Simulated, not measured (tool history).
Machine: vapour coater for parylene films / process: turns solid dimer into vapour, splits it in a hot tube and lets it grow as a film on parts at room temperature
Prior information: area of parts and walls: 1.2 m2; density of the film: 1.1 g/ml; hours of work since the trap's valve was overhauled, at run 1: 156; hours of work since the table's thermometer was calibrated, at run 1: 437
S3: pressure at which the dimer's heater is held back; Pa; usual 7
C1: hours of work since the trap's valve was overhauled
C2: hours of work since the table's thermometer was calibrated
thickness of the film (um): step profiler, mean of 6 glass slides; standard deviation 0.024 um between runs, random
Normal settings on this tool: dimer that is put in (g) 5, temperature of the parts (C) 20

run 1 hour=0 | dimer_that_is_put_in_(g)=5 temperature_of_the_parts_(C)=20 S3=7 | C1=156 C2=437 | thickness_of_the_film_(um)=2.48
run 2 hour=62.4 | dimer_that_is_put_in_(g)=5 temperature_of_the_parts_(C)=20 S3=7 | C1=204 C2=485 | thickness_of_the_film_(um)=2.47
-- hour=86.2 trap's valve overhauled
run 3 hour=129.8 | dimer_that_is_put_in_(g)=5 temperature_of_the_parts_(C)=20 S3=2.24 | C1=34 C2=534 | thickness_of_the_film_(um)=2.35
run 4 hour=197.9 | dimer_that_is_put_in_(g)=5 temperature_of_the_parts_(C)=20 S3=2.24 | C1=86 C2=587 | thickness_of_the_film_(um)=2.27
run 5 hour=252.7 | dimer_that_is_put_in_(g)=5 temperature_of_the_parts_(C)=20 S3=7 | C1=129 C2=629 | thickness_of_the_film_(um)=2.09
-- hour=286.8 trap's valve overhauled, once more
run 6 hour=296 | dimer_that_is_put_in_(g)=5 temperature_of_the_parts_(C)=20 S3=7 | C1=7 C2=659 | thickness_of_the_film_(um)=2.71
run 7 hour=354.7 | dimer_that_is_put_in_(g)=5 temperature_of_the_parts_(C)=20 S3=7 | C1=52 C2=705 | thickness_of_the_film_(um)=2.61
run 8 hour=407.1 | dimer_that_is_put_in_(g)=4 temperature_of_the_parts_(C)=12 S3=6.54 | C1=93 C2=745 | thickness_of_the_film_(um)=2.81
run 9 hour=446.4 | dimer_that_is_put_in_(g)=4 temperature_of_the_parts_(C)=12 S3=6.54 | C1=123 C2=776 | thickness_of_the_film_(um)=2.79
run 10 hour=492.1 | dimer_that_is_put_in_(g)=7 temperature_of_the_parts_(C)=31 S3=7.61 | C1=159 C2=811 | thickness_of_the_film_(um)=2.14

Below are 3 alternative next runs, each starting from the tool's condition after run 10. Predict each:
run A hour=546.7 | dimer_that_is_put_in_(g)=4 temperature_of_the_parts_(C)=20 S3=7 | C1=201 C2=853 | thickness_of_the_film_(um)=?
run B hour=546.7 | dimer_that_is_put_in_(g)=5 temperature_of_the_parts_(C)=20 S3=2.61 | C1=201 C2=853 | thickness_of_the_film_(um)=?
run C hour=546.7 | dimer_that_is_put_in_(g)=2 temperature_of_the_parts_(C)=31 S3=7.61 | C1=201 C2=853 | thickness_of_the_film_(um)=?

run=A thickness_of_the_film_(um)=1.98
run=B thickness_of_the_film_(um)=2.63
run=C thickness_of_the_film_(um)=0.59
The same runs, with their run-to-run variation unchanged, on a tool lacking any hidden condition would have given:
run=A thickness_of_the_film_(um)=2.15
run=B thickness_of_the_film_(um)=2.85
run=C thickness_of_the_film_(um)=0.65
